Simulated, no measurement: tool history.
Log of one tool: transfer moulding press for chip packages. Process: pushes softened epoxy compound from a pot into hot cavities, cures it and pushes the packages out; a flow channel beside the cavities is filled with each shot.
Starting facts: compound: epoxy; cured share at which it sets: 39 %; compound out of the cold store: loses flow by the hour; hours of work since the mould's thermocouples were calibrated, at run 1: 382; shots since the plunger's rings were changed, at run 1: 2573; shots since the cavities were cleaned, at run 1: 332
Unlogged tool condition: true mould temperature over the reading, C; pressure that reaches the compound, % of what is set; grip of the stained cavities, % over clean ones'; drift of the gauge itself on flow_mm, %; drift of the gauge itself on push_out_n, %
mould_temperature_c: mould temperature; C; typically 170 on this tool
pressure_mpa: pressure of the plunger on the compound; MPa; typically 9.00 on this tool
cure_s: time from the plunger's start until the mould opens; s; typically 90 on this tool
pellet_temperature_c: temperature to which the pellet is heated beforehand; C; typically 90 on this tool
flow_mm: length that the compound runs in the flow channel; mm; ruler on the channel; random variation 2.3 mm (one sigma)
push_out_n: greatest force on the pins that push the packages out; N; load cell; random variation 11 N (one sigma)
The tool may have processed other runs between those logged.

run,day,mould_temperature_c,pressure_mpa,cure_s,pellet_temperature_c,hours of work since the mould's thermocouples were calibrated,shots since the plunger's rings were changed,shots since the cavities were cleaned,incoming compound's hours out of the cold store,flow_mm,push_out_n
1,0.000,170,9.00,90,90,382,2573,332,39.7,518,710
# day 0.400: plunger's sealing rings changed
2,1.088,170,9.00,90,90,397,211,634,14.5,605,881
3,1.525,170,8.23,90,90,404,346,769,8.6,595,952
# day 2.338: cavities cleaned with cleaning compound and waxed
4,2.342,170,9.00,90,90,416,577,0,39.3,532,545
5,3.192,164,9.00,90,90,429,839,262,39.2,537,1024
6,3.700,164,7.39,90,90,437,996,419,26.4,517,1220
7,4.133,164,7.39,90,90,444,1128,551,31.2,503,1198
8,4.671,164,10.01,90,90,452,1294,717,28.6,595,1326
9,5.483,170,9.00,90,90,465,1543,966,20.8,573,1013
# day 5.696: cavities cleaned with cleaning compound and waxed
10,6.379,170,9.00,90,90,478,1799,210,12.9,596,724
11,6.958,170,9.00,90,90,487,1977,388,22.5,567,804
12,7.521,170,9.00,90,90,495,2150,561,38.8,526,819
13,8.400,170,9.00,90,90,509,2420,831,38.6,522,896
# day 9.042: cavities cleaned with cleaning compound and waxed
# day 9.396: plunger's sealing rings changed
14,9.496,170,9.00,90,94,523,31,107,33.9,550,603
15,10.171,170,9.00,90,94,534,239,315,30.8,557,752
16,10.725,172,8.59,90,80,542,409,485,18.4,580,743
17,11.696,175,8.46,93,87,558,707,783,21.2,559,689
# day 12.525: cavities cleaned with cleaning compound and waxed
18,12.746,175,8.46,93,87,573,1011,68,25.6,540,488
19,13.333,170,9.26,90,89,582,1191,248,13.3,606,768
# day 13.646: mould's thermocouples calibrated
20,14.112,170,9.00,96,87,7,1406,463,27.5,556,696
21,14.654,171,10.59,90,90,16,1572,629,9.8,658,791
22,15.588,171,10.59,90,90,30,1859,916,27.6,599,819
# day 15.946: cavities cleaned with cleaning compound and waxed
23,16.592,171,8.02,90,94,45,2148,199,18.8,545,617
24,17.042,171,9.00,76,90,52,2287,338,36.9,523,934
25,17.525,176,7.87,90,90,59,2435,486,17.7,533,619
# day 18.412: plunger's sealing rings changed
26,18.600,176,7.87,90,90,74,58,784,39.9,493,657
# day 19.412: cavities cleaned with cleaning compound and waxed
27,19.696,176,7.87,129,92,90,375,86,35.8,506,449

Subtracting, for every run, the result it would have given without the tool's unlogged condition from the measured result gives the following. The same run-to-run variation enters both numbers; the gauge's scatter may not:
run,flow_mm,push_out_n
1,-18,+212
2,-1,+350
3,-2,+403
4,-4,+48
5,-6,+315
6,-6,+450
7,-7,+483
8,-9,+578
9,-11,+460
10,-14,+187
11,-15,+273
12,-15,+319
13,-17,+394
14,+0,+106
15,-1,+231
16,-2,+272
17,-5,+284
18,-8,+60
19,-9,+225
20,-12,+228
21,-15,+286
22,-16,+331
23,-17,+123
24,-18,+255
25,-19,+199
26,-2,+255
27,-4,+50
